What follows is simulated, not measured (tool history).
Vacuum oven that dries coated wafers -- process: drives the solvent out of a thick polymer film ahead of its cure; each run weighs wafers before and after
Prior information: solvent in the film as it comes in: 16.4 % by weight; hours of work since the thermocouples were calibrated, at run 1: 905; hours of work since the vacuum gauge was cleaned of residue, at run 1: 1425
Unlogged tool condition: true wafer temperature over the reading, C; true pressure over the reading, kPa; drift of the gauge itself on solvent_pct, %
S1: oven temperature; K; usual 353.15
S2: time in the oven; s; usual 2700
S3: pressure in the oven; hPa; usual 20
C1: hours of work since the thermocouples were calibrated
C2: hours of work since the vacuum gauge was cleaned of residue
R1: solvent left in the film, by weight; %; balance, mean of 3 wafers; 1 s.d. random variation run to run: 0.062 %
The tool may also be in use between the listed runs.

{"run": 1, "hour": 0.0, "S1": 353.15, "S2": 2700, "S3": 20, "C1": 905, "C2": 1425, "R1": 3.65}
{"run": 2, "hour": 46.6, "S1": 353.15, "S2": 2700, "S3": 20, "C1": 928, "C2": 1448, "R1": 3.49}
{"run": 3, "hour": 78.4, "S1": 353.15, "S2": 2700, "S3": 20.9, "C1": 943, "C2": 1463, "R1": 3.76}
{"run": 4, "hour": 137.5, "S1": 353.15, "S2": 2700, "S3": 20.9, "C1": 972, "C2": 1492, "R1": 3.62}
{"run": 5, "hour": 169.6, "S1": 353.15, "S2": 2700, "S3": 20.9, "C1": 988, "C2": 1508, "R1": 3.77}
{"run": 6, "hour": 228.0, "S1": 353.15, "S2": 2700, "S3": 20.9, "C1": 1016, "C2": 1537, "R1": 3.78}
{"run": 7, "hour": 275.8, "S1": 353.15, "S2": 2700, "S3": 20.9, "C1": 1040, "C2": 1560, "R1": 3.66}
{"run": 8, "hour": 346.7, "S1": 353.15, "S2": 2700, "S3": 20.9, "C1": 1074, "C2": 1595, "R1": 3.74}
{"run": 9, "hour": 400.7, "S1": 353.15, "S2": 2700, "S3": 20.9, "C1": 1101, "C2": 1621, "R1": 3.78}
{"run": 10, "hour": 470.6, "S1": 353.15, "S2": 2700, "S3": 20.9, "C1": 1135, "C2": 1655, "R1": 3.7}
{"run": 11, "hour": 534.7, "S1": 353.15, "S2": 2700, "S3": 20, "C1": 1166, "C2": 1687, "R1": 3.63}
{"run": 12, "hour": 610.7, "S1": 353.15, "S2": 2700, "S3": 20, "C1": 1203, "C2": 1724, "R1": 3.6}
{"run": 13, "hour": 648.7, "S1": 363.15, "S2": 2700, "S3": 20, "C1": 1222, "C2": 1742, "R1": 1.7}
{"run": 14, "hour": 690.4, "S1": 363.15, "S2": 2700, "S3": 20, "C1": 1242, "C2": 1763, "R1": 1.62}
{"run": 15, "hour": 751.9, "S1": 353.15, "S2": 2700, "S3": 20, "C1": 1272, "C2": 1793, "R1": 3.65}
{"run": 16, "hour": 817.6, "S1": 353.15, "S2": 2700, "S3": 20, "C1": 1305, "C2": 1825, "R1": 3.69}
{"run": 17, "hour": 858.1, "S1": 359.15, "S2": 1980, "S3": 20, "C1": 1324, "C2": 1845, "R1": 3.01}
{"run": 18, "hour": 923.0, "S1": 364.15, "S2": 4740, "S3": 16.9, "C1": 1356, "C2": 1876, "R1": 1.07}
{"run": 19, "hour": 988.9, "S1": 346.15, "S2": 2700, "S3": 11, "C1": 1388, "C2": 1909, "R1": 5.11}
{"run": 20, "hour": 1059.1, "S1": 353.15, "S2": 2460, "S3": 22.3, "C1": 1423, "C2": 1943, "R1": 4.17}
{"run": 21, "hour": 1128.7, "S1": 353.15, "S2": 2460, "S3": 22.3, "C1": 1457, "C2": 1977, "R1": 4.14}
{"run": 22, "hour": 1167.6, "S1": 353.15, "S2": 2460, "S3": 22.3, "C1": 1476, "C2": 1996, "R1": 4.2}
{"run": 23, "hour": 1240.0, "S1": 353.15, "S2": 2460, "S3": 22.3, "C1": 1511, "C2": 2031, "R1": 4.05}
{"run": 24, "hour": 1280.8, "S1": 353.15, "S2": 2460, "S3": 22.3, "C1": 1531, "C2": 2051, "R1": 4.1}
{"run": 25, "hour": 1341.5, "S1": 353.15, "S2": 3600, "S3": 55.8, "C1": 1561, "C2": 2081, "R1": 6.28}
{"run": 26, "hour": 1390.1, "S1": 340.15, "S2": 2700, "S3": 25.7, "C1": 1585, "C2": 2105, "R1": 9.09}
{"run": 27, "hour": 1464.5, "S1": 340.15, "S2": 2700, "S3": 25.7, "C1": 1621, "C2": 2141, "R1": 8.56}
{"run": 28, "hour": 1498.5, "S1": 340.15, "S2": 2700, "S3": 25.7, "C1": 1638, "C2": 2158, "R1": 8.77}
{"run": 29, "hour": 1546.8, "S1": 340.15, "S2": 2700, "S3": 25.7, "C1": 1661, "C2": 2181, "R1": 8.84}

Consider 4 possible next runs. They are alternatives, not a sequence: every one starts from the tool as it was left by run 29. What does each give?
{"run": "A", "hour": 1604.7, "S1": 348.15, "S2": 2400, "S3": 26.3, "C1": 1690, "C2": 2210, "R1": "?"}
{"run": "B", "hour": 1604.7, "S1": 340.15, "S2": 3360, "S3": 41.8, "C1": 1690, "C2": 2210, "R1": "?"}
{"run": "C", "hour": 1604.7, "S1": 340.15, "S2": 4320, "S3": 25.7, "C1": 1690, "C2": 2210, "R1": "?"}
{"run": "D", "hour": 1604.7, "S1": 340.15, "S2": 1320, "S3": 53.7, "C1": 1690, "C2": 2210, "R1": "?"}

run=A R1=6.2
run=B R1=9.81
run=C R1=6.98
run=D R1=13.1
With no hidden state in the tool, these same runs would have given:
run=A R1=6.24
run=B R1=9.85
run=C R1=7.01
run=D R1=13.12
